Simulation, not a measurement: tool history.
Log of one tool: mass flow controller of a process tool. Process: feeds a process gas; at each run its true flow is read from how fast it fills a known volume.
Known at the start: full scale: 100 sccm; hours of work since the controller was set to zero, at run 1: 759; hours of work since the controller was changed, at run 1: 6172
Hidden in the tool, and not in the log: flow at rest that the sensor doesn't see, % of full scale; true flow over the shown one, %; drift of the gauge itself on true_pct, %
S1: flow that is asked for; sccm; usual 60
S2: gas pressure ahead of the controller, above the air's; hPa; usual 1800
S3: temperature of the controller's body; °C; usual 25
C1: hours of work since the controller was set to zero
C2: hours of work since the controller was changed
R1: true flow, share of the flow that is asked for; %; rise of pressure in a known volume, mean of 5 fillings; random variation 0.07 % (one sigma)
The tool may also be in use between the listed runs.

run,day,S1,S2,S3,C1,C2,R1
1,0,60,1800,25,759,6172,100.56
2,7.258,60,1800,25,841,6254,100.65
3,13.15,60,1800,25,908,6320,100.77
4,21.225,60,1800,25,999,6412,100.86
5,29.642,60,1800,25,1094,6507,100.87
6,38.783,60,1800,25,1198,6610,100.9
7,50.496,60,1800,25,1330,6743,100.89
8,62.512,60,2750,25,1466,6878,101.58
9,71.562,60,2750,25,1568,6981,101.56
10,81.05,60,2750,25,1675,7088,101.59
11,93.754,11,1800,25,1819,7232,102.6
12,104.692,60,1800,25,1943,7355,101.22
13,116.929,60,1800,25,2081,7494,101.42
14,124.458,29,1800,25,2166,7579,101.49
15,132.762,60,1800,36,2260,7673,102.68
16,142.592,55,1800,25,2371,7784,101.52
17,153.975,12,1800,25,2500,7912,103.58
18,164.117,12,1800,25,2614,8027,103.74
19,177.267,12,1800,25,2763,8176,103.94
20,188.867,12,1800,25,2894,8307,104.16
21,195.383,12,1800,25,2968,8380,104.4
22,203.508,60,1800,23,3060,8472,101.54
23,211.342,60,1800,23,3148,8561,101.6
24,222.796,60,1800,23,3278,8690,101.68
25,235.654,60,2480,25,3423,8836,102.43
26,241.45,89,1440,25,3489,8901,102.02
27,248.088,89,1440,25,3564,8976,102.05
28,253.738,12,1800,25,3627,9040,105.42
29,267.371,12,1800,25,3782,9194,105.79
30,279.775,26,2420,39,3922,9334,105.13
31,287.512,24,1480,39,4009,9422,104.78
32,293.167,60,2370,32,4073,9486,103.37
33,299.233,60,1800,21,4142,9554,101.99

The next listed run, before its measurement:
34,311.825,97,1800,21,4284,9697,?

Run 34 gave R1 102.17 %.
Without the tool's hidden state the same run would have given R1 99.33 %.
